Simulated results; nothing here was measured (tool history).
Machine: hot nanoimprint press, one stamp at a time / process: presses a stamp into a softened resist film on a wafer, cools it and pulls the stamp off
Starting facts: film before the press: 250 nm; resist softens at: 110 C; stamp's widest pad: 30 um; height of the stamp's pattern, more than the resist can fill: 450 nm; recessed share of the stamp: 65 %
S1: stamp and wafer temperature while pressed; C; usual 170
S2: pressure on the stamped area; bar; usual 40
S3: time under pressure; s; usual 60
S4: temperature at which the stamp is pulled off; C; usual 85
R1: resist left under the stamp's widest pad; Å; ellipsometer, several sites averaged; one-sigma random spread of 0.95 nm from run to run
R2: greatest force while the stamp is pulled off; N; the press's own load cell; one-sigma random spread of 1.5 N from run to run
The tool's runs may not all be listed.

run,day,S1,S2,S3,S4,R1,R2
1,0,170,40,60,85,1450,101
# day 0.417: stamp cleaned and given a new release coat
2,1.762,170,24.3,60,85,1712,102
3,3.217,170,55.7,60,85,1288,101
4,6.35,170,55.7,60,85,1277,102
5,8.75,170,40,60,85,1454,105
6,11.142,176,40,60,85,1144,100
7,14.05,176,40,60,85,1131,102
8,16.825,159,40,60,85,2072,99
9,18.729,159,40,60,85,2023,99
10,20.646,170,40,51,85,1552,103
11,22.821,170,40,51,85,1539,102
12,24.95,170,40,106,85,1204,102
# day 25.633: stamp cleaned and given a new release coat
13,27.829,168,40,60,85,1581,98
14,29.4,168,40,60,85,1569,99
15,31,168,40,60,85,1577,101
16,33.096,168,32.3,63,91,1657,83
# day 36.375: press's hydraulic seals changed and the load cell set to zero
17,36.375,168,32.3,63,80,1660,117
18,37.667,175,50.4,31,78,1365,122
19,40.45,170,33.4,116,85,1238,102
# day 41.192: plate thermocouple calibrated
20,43.333,170,40,33,89,1758,90
21,45.5,166,40,71,85,1602,104
22,46.804,166,40,71,85,1613,104
23,48.458,180,40,108,85,764,102
24,50.375,171,26.9,88,71,1424,142
# day 51.325: stamp cleaned and given a new release coat
25,52.792,170,62.3,41,85,1398,101
26,55.321,180,25.7,55,85,1212,101
27,57.158,180,25.7,55,85,1210,103
28,58.862,180,25.7,55,85,1217,100
29,61.654,163,25.7,55,75,2061,129

Here are 5 independent what-if runs from the current tool condition. What would each one return?
A,63.362,182,25.7,55,75,?,?
B,63.362,170,36.3,87,72,?,?
C,63.362,163,25.7,55,79,?,?
D,63.362,180,28.8,46,75,?,?
E,63.362,158,57.6,55,70,?,?

run,R1,R2
A,1112,129
B,1339,139
C,2079,116
D,1222,129
E,1987,145
Had the tool no hidden state, the same runs would have come out as:
run,R1,R2
A,1114,129
B,1341,139
C,2081,115
D,1224,128
E,1989,144
